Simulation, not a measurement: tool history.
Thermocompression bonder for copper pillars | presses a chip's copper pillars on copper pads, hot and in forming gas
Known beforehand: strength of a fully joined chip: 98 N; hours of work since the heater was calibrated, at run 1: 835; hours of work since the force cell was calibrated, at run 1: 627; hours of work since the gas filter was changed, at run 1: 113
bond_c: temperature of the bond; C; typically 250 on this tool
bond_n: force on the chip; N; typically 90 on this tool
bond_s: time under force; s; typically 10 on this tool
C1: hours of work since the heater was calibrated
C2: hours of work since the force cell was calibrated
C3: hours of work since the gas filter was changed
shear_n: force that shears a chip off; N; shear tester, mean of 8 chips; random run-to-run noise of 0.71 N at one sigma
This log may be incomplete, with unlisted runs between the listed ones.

Run 1, hour 0.0: usual settings; C1 835; C2 627; C3 113. Result: shear_n 50.4 N.
Run 2, hour 27.5: usual settings but bond_n 104 N; C1 852; C2 645; C3 131. Result: shear_n 56.2 N.
Run 3, hour 52.7: usual settings; C1 869; C2 662; C3 147. Result: shear_n 49.5 N.
Run 4, hour 79.1: usual settings; C1 886; C2 679; C3 165. Result: shear_n 49.8 N.
Run 5, hour 107.0: usual settings; C1 904; C2 697; C3 183. Result: shear_n 51.2 N.
Run 6, hour 126.4: usual settings; C1 917; C2 710; C3 195. Result: shear_n 50.2 N.
Run 7, hour 164.5: usual settings; C1 942; C2 735; C3 220. Result: shear_n 50.7 N.
Run 8, hour 180.9: usual settings; C1 953; C2 746; C3 231. Result: shear_n 50.8 N.
Run 9, hour 211.8: usual settings but bond_s 5 s; C1 973; C2 766; C3 251. Result: shear_n 39.8 N.
Run 10, hour 244.8: usual settings but bond_n 88 N, bond_s 5 s; C1 994; C2 787; C3 273. Result: shear_n 38.7 N.
Run 11, hour 276.7: usual settings; C1 1015; C2 808; C3 294. Result: shear_n 49.9 N.
Run 12, hour 315.4: usual settings but bond_s 12 s; C1 1041; C2 833; C3 319. Result: shear_n 52.4 N.
Run 13, hour 336.3: usual settings but bond_s 12 s; C1 1054; C2 847; C3 333. Result: shear_n 53.5 N.
Run 14, hour 354.3: usual settings but bond_s 12 s; C1 1066; C2 859; C3 344. Result: shear_n 53.8 N.
Run 15, hour 371.8: usual settings but bond_s 12 s; C1 1077; C2 870; C3 356. Result: shear_n 54.6 N.
At hour 374.6: forming gas filter changed.
Run 16, hour 407.5: usual settings but bond_c 279 C, bond_n 87 N, bond_s 6 s; C1 1100; C2 893; C3 22. Result: shear_n 53.2 N.
Run 17, hour 444.5: usual settings but bond_c 279 C, bond_n 87 N, bond_s 6 s; C1 1125; C2 917; C3 46. Result: shear_n 54.0 N.
Run 18, hour 481.0: usual settings but bond_n 79 N, bond_s 7 s; C1 1148; C2 941; C3 70. Result: shear_n 40.5 N.
At hour 484.8: heater calibrated with a thermocouple chip.
Run 19, hour 502.5: usual settings but bond_n 79 N, bond_s 7 s; C1 12; C2 954; C3 82. Result: shear_n 39.7 N.
Run 20, hour 523.9: usual settings but bond_n 79 N, bond_s 7 s; C1 26; C2 968; C3 96. Result: shear_n 39.2 N.
Run 21, hour 550.9: usual settings but bond_c 244 C; C1 43; C2 986; C3 114. Result: shear_n 47.7 N.
Run 22, hour 577.9: usual settings but bond_c 276 C, bond_n 116 N; C1 61; C2 1003; C3 131. Result: shear_n 73.0 N.
Run 23, hour 601.3: usual settings but bond_c 279 C, bond_n 116 N; C1 76; C2 1019; C3 147. Result: shear_n 74.0 N.
Run 24, hour 625.7: usual settings but bond_c 279 C, bond_n 86 N, bond_s 20 s; C1 92; C2 1035; C3 163. Result: shear_n 74.8 N.
Run 25, hour 647.5: usual settings but bond_c 279 C, bond_n 86 N, bond_s 20 s; C1 106; C2 1049; C3 177. Result: shear_n 73.0 N.
Run 26, hour 680.6: usual settings but bond_c 230 C, bond_n 86 N, bond_s 7 s; C1 128; C2 1070; C3 199. Result: shear_n 35.4 N.
Run 27, hour 718.9: usual settings but bond_c 275 C, bond_n 60 N; C1 153; C2 1095; C3 224. Result: shear_n 46.3 N.
Run 28, hour 753.3: usual settings but bond_c 268 C, bond_n 57 N, bond_s 5 s; C1 175; C2 1118; C3 246. Result: shear_n 31.1 N.
Run 29, hour 788.4: usual settings but bond_c 268 C, bond_n 57 N, bond_s 5 s; C1 198; C2 1141; C3 269. Result: shear_n 32.0 N.
Run 30, hour 826.2: usual settings but bond_c 280 C, bond_n 57 N, bond_s 5 s; C1 223; C2 1165; C3 294. Result: shear_n 35.0 N.

Consider 4 possible next runs. They are alternatives, not a sequence: every one starts from the tool as it was left by run 30. What does each give?
Run A, hour 857.8: usual settings but bond_c 280 C, bond_n 57 N, bond_s 24 s; C1 244; C2 1186; C3 314. Result: shear_n ?.
Run B, hour 857.8: usual settings but bond_c 270 C; C1 244; C2 1186; C3 314. Result: shear_n ?.
Run C, hour 857.8: usual settings but bond_c 241 C, bond_n 58 N; C1 244; C2 1186; C3 314. Result: shear_n ?.
Run D, hour 857.8: usual settings but bond_c 256 C, bond_n 74 N, bond_s 5 s; C1 244; C2 1186; C3 314. Result: shear_n ?.

run  shear_n
  A     62.6
  B     59.1
  C     32.2
  D     34.6
Without the tool's hidden state the same runs would have given:
run  shear_n
  A     62.7
  B     59.3
  C     32.2
  D     34.7

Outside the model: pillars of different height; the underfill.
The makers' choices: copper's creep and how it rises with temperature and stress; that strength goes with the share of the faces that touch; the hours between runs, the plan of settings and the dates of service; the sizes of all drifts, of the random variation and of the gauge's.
